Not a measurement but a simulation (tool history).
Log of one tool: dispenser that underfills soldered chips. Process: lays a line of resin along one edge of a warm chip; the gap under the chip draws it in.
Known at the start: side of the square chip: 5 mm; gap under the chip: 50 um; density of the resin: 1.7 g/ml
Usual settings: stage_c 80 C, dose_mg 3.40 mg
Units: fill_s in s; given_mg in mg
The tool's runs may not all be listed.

| run | day | stage_c | dose_mg | fill_s | given_mg |
|---|---|---|---|---|---|
| 1 | 0.000 | 80 | 3.40 | 24.1 | 3.354 |
| 2 | 0.346 | 80 | 3.40 | 32.9 | 3.365 |
|  | 0.471 | new syringe of resin |
| 3 | 0.762 | 80 | 3.40 | 29.3 | 3.354 |
|  | 0.992 | new syringe of resin |
| 4 | 1.367 | 89 | 3.40 | 23.4 | 3.338 |
|  | 1.492 | new syringe of resin |
| 5 | 1.825 | 89 | 3.40 | 22.1 | 3.325 |
|  | 2.017 | new syringe of resin |
|  | 2.162 | dispensing valve cleaned and set on the balance |
| 6 | 2.167 | 80 | 4.36 | 24.9 | 4.346 |
|  | 2.562 | new syringe of resin |
| 7 | 2.696 | 80 | 4.36 | 24.1 | 4.337 |
|  | 3.071 | new syringe of resin |
| 8 | 3.154 | 79 | 3.40 | 25.5 | 3.358 |
|  | 3.592 | new syringe of resin |
| 9 | 3.738 | 88 | 3.40 | 18.1 | 3.378 |
| 10 | 4.033 | 82 | 3.40 | 30.6 | 3.353 |
|  | 4.104 | new syringe of resin |
| 11 | 4.521 | 82 | 3.40 | 30.4 | 3.362 |
|  | 4.629 | new syringe of resin |
| 12 | 5.033 | 82 | 3.40 | 30.1 | 3.346 |
|  | 5.162 | new syringe of resin |
| 13 | 5.479 | 80 | 3.09 | 29.0 | 3.033 |
|  | 5.675 | new syringe of resin |
| 14 | 5.971 | 80 | 3.09 | 29.3 | 3.021 |
|  | 6.196 | new syringe of resin |
| 15 | 6.417 | 80 | 3.09 | 27.1 | 3.031 |
|  | 6.712 | dispensing valve cleaned and set on the balance |
|  | 6.779 | new syringe of resin |
| 16 | 7.100 | 80 | 2.91 | 30.1 | 2.914 |
|  | 7.308 | new syringe of resin |
| 17 | 7.750 | 80 | 4.23 | 32.5 | 4.203 |
|  | 7.842 | new syringe of resin |
| 18 | 8.033 | 80 | 4.23 | 24.9 | 4.190 |
|  | 8.342 | new syringe of resin |
| 19 | 8.529 | 92 | 3.92 | 16.7 | 3.870 |
|  | 8.879 | new syringe of resin |
| 20 | 8.933 | 65 | 4.02 | 42.3 | 3.959 |
|  | 9.400 | new syringe of resin |
| 21 | 9.596 | 65 | 4.02 | 47.5 | 3.950 |
|  | 9.904 | new syringe of resin |
| 22 | 9.958 | 77 | 3.23 | 26.5 | 3.169 |
| 23 | 10.262 | 85 | 4.21 | 24.7 | 4.119 |
|  | 10.433 | new syringe of resin |
| 24 | 10.758 | 66 | 3.60 | 51.2 | 3.538 |
|  | 10.938 | new syringe of resin |
| 25 | 11.112 | 72 | 3.40 | 34.6 | 3.326 |
|  | 11.254 | dispensing valve cleaned and set on the balance |
|  | 11.475 | new syringe of resin |
| 26 | 11.562 | 72 | 3.40 | 32.0 | 3.419 |
|  | 12.012 | new syringe of resin |
| 27 | 12.167 | 94 | 3.40 | 14.4 | 3.398 |
| 28 | 12.433 | 94 | 3.40 | 18.6 | 3.378 |
|  | 12.550 | new syringe of resin |
|  | 13.067 | new syringe of resin |
| 29 | 13.067 | 77 | 2.96 | 23.8 | 2.937 |
| 30 | 13.504 | 76 | 4.05 | 35.7 | 4.010 |
|  | 13.571 | new syringe of resin |
| 31 | 13.800 | 76 | 4.05 | 30.1 | 3.995 |

Forecast each of these 4 alternatives for the next run:
|  | 14.079 | new syringe of resin |
| A | 14.388 | 85 | 3.19 | ? | ? |
|  | 14.079 | new syringe of resin |
| B | 14.388 | 80 | 3.40 | ? | ? |
|  | 14.079 | new syringe of resin |
| C | 14.388 | 94 | 4.29 | ? | ? |
|  | 14.079 | new syringe of resin |
| D | 14.388 | 83 | 3.03 | ? | ? |

| run | fill_s | given_mg |
|---|---|---|
| A | 23.0 | 3.130 |
| B | 27.9 | 3.364 |
| C | 16.1 | 4.223 |
| D | 26.2 | 2.985 |
Without the tool's hidden state the same runs would have given:
| run | fill_s | given_mg |
|---|---|---|
| A | 20.0 | 3.173 |
| B | 24.4 | 3.411 |
| C | 13.9 | 4.281 |
| D | 22.8 | 3.026 |
